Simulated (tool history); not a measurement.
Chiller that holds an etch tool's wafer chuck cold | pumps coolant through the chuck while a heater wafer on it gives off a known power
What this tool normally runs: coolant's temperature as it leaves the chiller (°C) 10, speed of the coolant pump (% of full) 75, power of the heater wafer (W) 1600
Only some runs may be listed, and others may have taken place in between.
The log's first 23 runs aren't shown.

run      day  coolant's temperature as it leaves the chiller (°C)  speed of the coolant pump (% of full)  power of the heater wafer (W)  hours since the coolant was changed and the channels were flushed  hours since the pump was overhauled  hours since the chiller's thermometer was calibrated  chuck's temperature once it has settled (°C)  how much warmer the coolant comes back (C)
 24   96.442                                                   16                                     75                           1127                                                               6152                                 2671                                                  3634                                          23.1                                        2.85
 25   99.429                                                   10                                     75                            873                                                               6224                                 2742                                                  3706                                          15.7                                        2.14
 26  104.388                                                   10                                     64                           2270                                                               6343                                 2861                                                  3825                                          26.5                                        6.39
 27  107.733                                                    8                                     87                           1600                                                               6423                                 2942                                                  3905                                          17.2                                        3.45
 28  111.783                                                   16                                     62                           1600                                                               6520                                 3039                                                  4002                                          27.7                                        4.69
     117.717  -- coolant changed, channels flushed
 29  117.792                                                   19                                     65                           1600                                                                  2                                 3177                                                  4140                                          30.4                                        4.47
 30  121.629                                                   19                                     65                           1600                                                                 94                                 3269                                                  4233                                          30.5                                        4.52
     122.192  -- gauge calibrated
 31  125.362                                                   10                                     66                           1600                                                                184                                 3359                                                  4322                                          21.2                                        4.28

Predict each of these 3 candidate next runs independently; none follows another, all start after run 31:
  A  128.671                                                   17                                     75                           1600                                                                263                                 3438                                                  4402                                             ?                                           ?
  B  128.671                                                   10                                     66                            804                                                                263                                 3438                                                  4402                                             ?                                           ?
  C  128.671                                                    7                                     93                           1600                                                                263                                 3438                                                  4402                                             ?                                           ?

run  chuck's temperature once it has settled (°C)  how much warmer the coolant comes back (C)
  A                                          27.3                                        3.81
  B                                          15.6                                        2.14
  C                                          15.5                                        3.11
Had the tool no hidden state, the same runs would have come out as:
run  chuck's temperature once it has settled (°C)  how much warmer the coolant comes back (C)
  A                                          27.3                                         3.8
  B                                          15.6                                        2.13
  C                                          15.5                                         3.1

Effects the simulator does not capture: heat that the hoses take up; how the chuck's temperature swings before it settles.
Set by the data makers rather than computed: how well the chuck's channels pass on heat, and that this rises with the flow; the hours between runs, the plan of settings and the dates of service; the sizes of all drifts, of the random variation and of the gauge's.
